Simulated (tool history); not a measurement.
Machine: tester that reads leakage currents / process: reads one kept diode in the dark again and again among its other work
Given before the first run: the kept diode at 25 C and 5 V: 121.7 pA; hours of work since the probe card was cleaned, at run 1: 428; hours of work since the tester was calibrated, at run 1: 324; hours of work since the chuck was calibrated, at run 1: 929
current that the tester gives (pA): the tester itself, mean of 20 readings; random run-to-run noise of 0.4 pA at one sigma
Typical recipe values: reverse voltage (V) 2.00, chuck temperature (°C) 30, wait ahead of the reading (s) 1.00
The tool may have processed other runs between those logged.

run     day  reverse voltage (V)  chuck temperature (°C)  wait ahead of the reading (s)  hours of work since the probe card was cleaned  hours of work since the tester was calibrated  hours of work since the chuck was calibrated  current that the tester gives (pA)
  1   0.000                 2.00                      30                           1.00                                             428                                            324                                           929                              121.37
  2   1.050                 2.00                      30                           1.00                                             446                                            342                                           946                              122.20
  3   1.883                 2.00                      30                           1.00                                             459                                            355                                           960                              121.73
  4   2.900                 2.00                      30                           1.00                                             476                                            372                                           977                              121.05
  5   3.533                 2.00                      30                           1.00                                             486                                            383                                           987                              122.05
  6   5.058                 2.00                      32                           1.00                                             512                                            408                                          1012                              140.79
  7   6.408                 2.00                      30                           4.27                                             534                                            430                                          1035                              120.44
  8   7.850                 2.00                      30                           1.00                                             558                                            454                                          1058                              121.17
  9   9.350                 1.40                      30                           1.00                                             582                                            478                                          1083                              107.14
 10  10.758                 1.40                      30                           1.00                                             606                                            502                                          1106                              107.49
 11  11.988                 1.40                      30                           1.00                                             626                                            522                                          1127                              107.26
 12  12.738                 1.40                      30                           1.00                                             638                                            534                                          1139                              107.10
 13  14.267                 1.40                      30                           1.00                                             663                                            559                                          1164                              106.62
 14  14.988                11.93                      30                           1.00                                             675                                            571                                          1176                              220.34
 15  15.642                11.93                      30                           1.00                                             686                                            582                                          1187                              220.72
 16  16.362                11.93                      30                           1.00                                             698                                            594                                          1199                              219.96
 17  17.512                11.93                      30                           1.00                                             717                                            613                                          1218                              219.74
 18  18.229                11.93                      30                           1.00                                             729                                            625                                          1229                              219.42
 19  19.442                11.93                      30                           1.00                                             749                                            645                                          1250                              220.56
 20  20.308                11.93                      30                           1.00                                             763                                            659                                          1264                              219.79
 21  21.138                 3.42                      20                           1.00                                             777                                            673                                          1277                               68.16
 22  22.008                13.21                      28                           9.27                                             791                                            687                                          1292                              193.86
 23  23.254                13.21                      28                           9.27                                             812                                            708                                          1312                              193.84
 24  23.875                13.21                      28                           9.27                                             822                                            718                                          1323                              193.92
 25  25.217                13.21                      28                           9.27                                             844                                            740                                          1345                              194.83
 26  26.488                13.21                      28                           9.27                                             865                                            761                                          1366                              194.73
 27  27.804                 3.26                      47                           4.49                                             887                                            783                                          1387                              445.36
 28  28.800                 3.26                      47                           4.49                                             903                                            799                                          1404                              445.97
 29  29.800                 3.26                      47                           4.49                                             919                                            816                                          1420                              448.14
 30  30.638                 3.26                      47                           4.49                                             933                                            829                                          1434                              444.07
 31  31.517                 7.15                      47                           2.00                                             948                                            844                                          1449                              576.54
 32  32.688                 1.86                      44                           4.09                                             967                                            863                                          1468                              304.69
 33  33.442                 1.86                      44                           4.09                                             980                                            876                                          1480                              301.73
 34  34.304                 6.38                      20                           3.38                                             994                                            890                                          1495                               84.50
 35  35.454                 6.38                      20                           3.38                                            1013                                            909                                          1513                               84.28
 36  36.600                 6.38                      20                           3.38                                            1032                                            928                                          1532                               83.95
 37  37.425                 6.38                      20                           3.38                                            1045                                            941                                          1546                               84.78

Alternative continuations, all from the tool just after run 37; predict every row:
  A  38.621                 9.14                      60                           4.60                                            1065                                            961                                          1566                                   ?
  B  38.621                 2.21                      28                           1.00                                            1065                                            961                                          1566                                   ?
  C  38.621                 2.00                      37                           1.00                                            1065                                            961                                          1566                                   ?
  D  38.621                 2.72                      20                           9.68                                            1065                                            961                                          1566                                   ?

run  current that the tester gives (pA)
  A                             1401.34
  B                              104.64
  C                              192.73
  D                               61.85
Without the tool's hidden state the same runs would have given:
run  current that the tester gives (pA)
  A                             1559.03
  B                              117.72
  C                              217.44
  D                               68.57
